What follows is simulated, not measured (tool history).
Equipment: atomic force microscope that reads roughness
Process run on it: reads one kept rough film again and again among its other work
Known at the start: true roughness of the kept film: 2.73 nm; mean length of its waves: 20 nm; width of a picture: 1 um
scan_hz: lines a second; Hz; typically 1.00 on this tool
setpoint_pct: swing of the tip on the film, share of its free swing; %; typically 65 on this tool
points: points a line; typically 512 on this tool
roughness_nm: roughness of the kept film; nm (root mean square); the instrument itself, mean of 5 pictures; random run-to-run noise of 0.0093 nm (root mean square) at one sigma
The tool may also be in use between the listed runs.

run     day  scan_hz  setpoint_pct  points  roughness_nm
  1   0.000     1.00            65     512         2.078
  2   0.604     1.00            65     512         2.035
  3   1.050     1.00            65     512         1.980
  4   1.746     1.00            65     349         1.920
  5   2.208     1.00            65     349         1.887
  6   2.704     1.00            74     349         1.831
  7   3.108     1.00            74     349         1.812
  8   3.529     1.00            74     349         1.788
  9   3.954     1.00            74     349         1.750
 10   4.496     1.00            74     349         1.713
 11   4.942     1.00            69     349         1.707
 12   5.412     1.00            82     349         1.640
 13   6.133     1.00            65     512         1.667
 14   6.829     1.00            65     512         1.629
 15   7.362     1.00            65     512         1.597
 16   7.721     3.24            65     512         1.521
 17   8.308     3.24            65     512         1.493
 18   8.825     3.24            65     512         1.461
 19   9.279     3.24            65     512         1.449
 20   9.896     1.00            88     512         1.441
 21  10.529     1.00            88     512         1.404
 22  11.150     1.00            73     512         1.424
 23  11.458     2.67            73     512         1.359
 24  11.838     1.00            65     512         1.404
 25  12.154     1.00            65     512         1.406
 26  12.525     1.24            65     512         1.370
 27  13.229     1.00            55     512         1.375
 28  13.712     1.10            64     512         1.353
 29  14.121     1.10            64     512         1.336
 30  14.733     1.14            58     579         1.316
 31  15.367     1.14            58     579         1.304
 32  15.967     1.14            58     579         1.271
 33  16.529     0.59            66     544         1.272
 34  17.221     0.59            77     544         1.228
 35  17.638     0.63            66     380         1.216
     17.996  -- new tip fitted
 36  18.204     1.99            65     970         2.032
 37  18.804     1.99            65     970         1.963
 38  19.233     1.99            65     970         1.964
 39  19.908     2.43            68     267         1.827
 40  20.450     2.43            68     267         1.783
 41  21.150     1.57            80     761         1.780
 42  21.612     1.00            66     792         1.800
 43  21.938     0.90            86     512         1.741
 44  22.242     1.76            62     472         1.756
 45  22.779     1.76            62     472         1.707
 46  23.446     0.74            62     368         1.693
 47  23.788     0.74            62     400         1.685
 48  24.258     2.54            65     512         1.612
 49  24.862     1.10            75     512         1.589
 50  25.546     1.10            75     512         1.567
 51  26.008     1.10            75     512         1.560
 52  26.554     0.81            66     360         1.511
 53  26.954     0.81            66     360         1.519

Consider 5 possible next runs. They are alternatives, not a sequence: every one starts from the tool as it was left by run 53. What does each give?
  A  27.300     1.00            65     488             ?
  B  27.300     3.37            65     512             ?
  C  27.300     1.88            61     360             ?
  D  27.300     0.59            90     364             ?
  E  27.300     3.08            64     273             ?

run  roughness_nm
  A         1.507
  B         1.455
  C         1.479
  D         1.476
  E         1.436
With the hidden condition removed and each run's random variation left untouched, the same runs would have given:
run  roughness_nm
  A         2.090
  B         2.016
  C         2.050
  D         2.044
  E         1.988
